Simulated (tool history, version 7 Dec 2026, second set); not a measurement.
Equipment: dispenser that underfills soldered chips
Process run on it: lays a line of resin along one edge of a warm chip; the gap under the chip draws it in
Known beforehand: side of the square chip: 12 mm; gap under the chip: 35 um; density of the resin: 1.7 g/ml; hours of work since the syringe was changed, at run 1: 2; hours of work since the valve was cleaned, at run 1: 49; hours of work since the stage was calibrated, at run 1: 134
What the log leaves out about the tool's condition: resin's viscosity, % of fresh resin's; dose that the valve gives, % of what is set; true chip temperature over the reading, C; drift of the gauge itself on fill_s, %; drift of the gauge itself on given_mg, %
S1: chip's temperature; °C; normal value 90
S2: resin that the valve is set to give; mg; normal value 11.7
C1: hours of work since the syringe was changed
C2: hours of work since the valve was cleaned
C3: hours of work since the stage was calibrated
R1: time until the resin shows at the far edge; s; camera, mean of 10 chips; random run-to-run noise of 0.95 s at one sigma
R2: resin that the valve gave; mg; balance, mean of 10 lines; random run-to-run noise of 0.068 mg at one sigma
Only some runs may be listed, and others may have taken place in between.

run,hour,S1,S2,C1,C2,C3,R1,R2
1,0.0,90,11.7,2,49,134,102.1,11.12
# hour 6.5: new syringe of resin
2,6.8,90,11.7,0,54,139,94.2,11.09
3,10.2,90,12.3,3,57,142,103.9,11.69
# hour 15.3: new syringe of resin
4,17.2,90,12.3,2,62,147,99.8,11.59
5,22.0,84,11.7,5,66,151,145.8,10.99
# hour 24.0: new syringe of resin
6,26.5,84,11.7,2,69,154,128.4,10.94
# hour 32.8: new syringe of resin
7,32.9,90,13.3,0,74,159,92.6,12.46
8,38.0,90,11.7,4,78,163,112.4,10.83
# hour 41.7: new syringe of resin
9,44.2,90,11.7,2,83,167,101.7,10.81
10,49.6,90,11.7,6,87,172,123.1,10.75
# hour 50.5: new syringe of resin
11,57.3,81,11.0,5,93,178,171.1,10.11
# hour 59.5: new syringe of resin
12,65.2,83,14.5,5,99,184,144.5,13.23
# hour 68.4: new syringe of resin
13,71.8,79,11.7,3,104,189,165.2,10.61
# hour 77.1: new syringe of resin
14,78.9,79,11.7,1,109,194,153.4,10.48
15,83.5,86,10.6,5,113,198,146.9,9.57

Hidden state or all else? Some run-to-run changes of R1, split into what the settings, what came in and random variation would give without the hidden state, and what is left for the hidden state (with any gauge scatter that isn't in both results):
Run 4 -> 5: S1 90 -> 84, S2 12.3 -> 11.7. R1 +46.0 s: hidden state +25.4, all else +20.6.
Run 10 -> 11: S1 90 -> 81, S2 11.7 -> 11.0, new syringe of resin. R1 +48.0 s: hidden state +9.5, all else +38.5.

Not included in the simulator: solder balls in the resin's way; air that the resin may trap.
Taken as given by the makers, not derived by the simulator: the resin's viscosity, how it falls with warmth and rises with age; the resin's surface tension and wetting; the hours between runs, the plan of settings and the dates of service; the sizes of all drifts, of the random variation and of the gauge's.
